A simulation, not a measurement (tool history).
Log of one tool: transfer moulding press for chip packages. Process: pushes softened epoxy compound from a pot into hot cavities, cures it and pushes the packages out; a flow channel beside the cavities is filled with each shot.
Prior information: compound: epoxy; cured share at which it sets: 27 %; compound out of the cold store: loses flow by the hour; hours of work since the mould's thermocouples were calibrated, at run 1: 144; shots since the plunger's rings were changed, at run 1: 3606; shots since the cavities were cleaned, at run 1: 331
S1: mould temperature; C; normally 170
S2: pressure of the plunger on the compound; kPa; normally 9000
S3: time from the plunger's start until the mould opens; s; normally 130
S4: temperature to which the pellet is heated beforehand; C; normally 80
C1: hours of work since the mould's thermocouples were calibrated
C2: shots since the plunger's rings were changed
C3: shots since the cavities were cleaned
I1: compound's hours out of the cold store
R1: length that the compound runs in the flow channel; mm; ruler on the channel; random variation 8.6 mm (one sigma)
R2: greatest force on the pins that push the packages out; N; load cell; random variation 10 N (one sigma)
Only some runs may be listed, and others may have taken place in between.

run,hour,S1,S2,S3,S4,C1,C2,C3,I1,R1,R2
1,0,170,9000,130,80,144,3606,331,25.3,918,616
# hour 19.5: cavities cleaned with cleaning compound and waxed
2,31.6,170,8960,130,80,167,3954,140,39.4,872,542
3,46.6,170,9000,130,80,179,4128,314,40.8,876,628
4,61.4,170,9000,154,80,190,4299,485,32.5,905,641
# hour 66.6: cavities cleaned with cleaning compound and waxed
5,92.5,170,9000,130,80,213,4641,300,16.8,928,593
6,108.9,170,9000,151,80,226,4830,489,29.7,898,666
# hour 114.3: cavities cleaned with cleaning compound and waxed
7,130.9,165,9000,130,80,241,5068,192,10,986,683
# hour 161.7: cavities cleaned with cleaning compound and waxed
8,164.9,170,9000,130,80,267,5444,37,40.3,853,490
9,190.8,170,9000,130,75,286,5743,336,17.4,914,636
# hour 208.7: cavities cleaned with cleaning compound and waxed
10,212.7,170,9000,130,75,302,5979,47,37.3,847,499
11,248.2,170,9000,130,80,329,6390,458,28.9,865,661
# hour 258.6: mould's thermocouples calibrated
# hour 260.1: cavities cleaned with cleaning compound and waxed
12,280.9,168,9000,130,80,16,6727,241,25,903,615
# hour 292.8: plunger's sealing rings changed
13,300.5,168,9000,130,83,29,89,439,30.1,952,708
# hour 309.7: cavities cleaned with cleaning compound and waxed
14,325.5,168,9000,130,83,47,361,183,41.5,928,595
# hour 358.1: cavities cleaned with cleaning compound and waxed
15,358.1,168,9110,130,83,71,720,0,25.9,980,506
16,373.2,167,9110,130,83,83,895,175,44.1,933,634
17,393,171,6890,130,78,98,1124,404,35.3,809,660
# hour 405.1: cavities cleaned with cleaning compound and waxed
18,422,171,6890,130,78,119,1443,197,45.3,778,586
# hour 452.7: cavities cleaned with cleaning compound and waxed
19,454.3,168,9000,130,84,143,1798,18,20.2,973,503
20,471.1,170,7330,122,80,156,1992,212,29.5,836,612
21,488.3,167,7330,156,85,169,2192,412,39.2,824,619
# hour 499.7: cavities cleaned with cleaning compound and waxed
22,507.3,170,9000,130,80,183,2394,88,16.4,970,526
23,540.2,170,7790,167,79,208,2774,468,11.3,921,649

Alternative continuations, all from the tool just after run 23; predict every row:
# hour 546.9: cavities cleaned with cleaning compound and waxed
A,571.7,165,6960,130,81,231,3121,286,17.8,?,?
# hour 546.9: cavities cleaned with cleaning compound and waxed
B,571.7,170,8910,130,80,231,3121,286,17.4,?,?
# hour 546.9: cavities cleaned with cleaning compound and waxed
C,571.7,174,9000,148,85,231,3121,286,43.4,?,?
# hour 546.9: cavities cleaned with cleaning compound and waxed
D,571.7,176,9000,130,80,231,3121,286,41.4,?,?

run,R1,R2
A,862,739
B,941,596
C,877,596
D,837,578
Without the tool's unlogged condition, the same runs would have read:
run,R1,R2
A,905,556
B,988,450
C,921,454
D,880,440

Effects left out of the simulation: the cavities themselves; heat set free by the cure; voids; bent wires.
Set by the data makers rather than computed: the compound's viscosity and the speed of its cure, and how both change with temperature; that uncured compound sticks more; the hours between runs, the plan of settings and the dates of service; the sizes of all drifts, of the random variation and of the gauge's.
